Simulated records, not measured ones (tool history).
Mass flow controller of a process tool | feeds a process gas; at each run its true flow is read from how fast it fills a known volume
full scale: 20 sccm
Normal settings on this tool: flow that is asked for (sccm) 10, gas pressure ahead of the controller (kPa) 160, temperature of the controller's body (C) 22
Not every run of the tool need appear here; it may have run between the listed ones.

run	day	flow that is asked for (sccm)	gas pressure ahead of the controller (kPa)	temperature of the controller's body (C)	true flow (%)
1	0	10	160	22	95.31
2	12.517	10	160	22	95.19
3	22.433	10	160	22	95.08
4	32.996	10	160	22	94.95
5	42.779	10	160	22	94.93
6	50.329	10	160	21	94.86
# day 52.833: controller's zero set anew
7	60.479	16	160	22	97.85
8	76.779	16	160	22	97.72
9	88.796	10	160	26	96.7
10	97.121	10	160	22	96.61
11	114.125	10	160	22	96.62
12	124.304	10	160	22	96.44
13	139.512	10	160	22	96.5
14	153.796	10	279	28	95.48
15	170.921	10	279	28	95.34
16	184.746	10	279	28	95.24
17	198.746	7	160	21	95.42
18	209.733	8	214	34	94.78
19	225.733	6	188	22	94.86
20	235.833	6	169	27	94.71
21	245.004	16	171	28	96.48
22	259.638	16	171	28	96.54
23	273.558	16	171	28	96.35
24	291.9	16	171	28	96.12

Estimate the outcome of run 25 from the log above:
25	306.096	5	171	29	?

Run 25 measured true flow (%) 93.3.
Take away the tool's hidden state, keep the run-to-run variation as it was, and the same run would have given true flow (%) 97.97.

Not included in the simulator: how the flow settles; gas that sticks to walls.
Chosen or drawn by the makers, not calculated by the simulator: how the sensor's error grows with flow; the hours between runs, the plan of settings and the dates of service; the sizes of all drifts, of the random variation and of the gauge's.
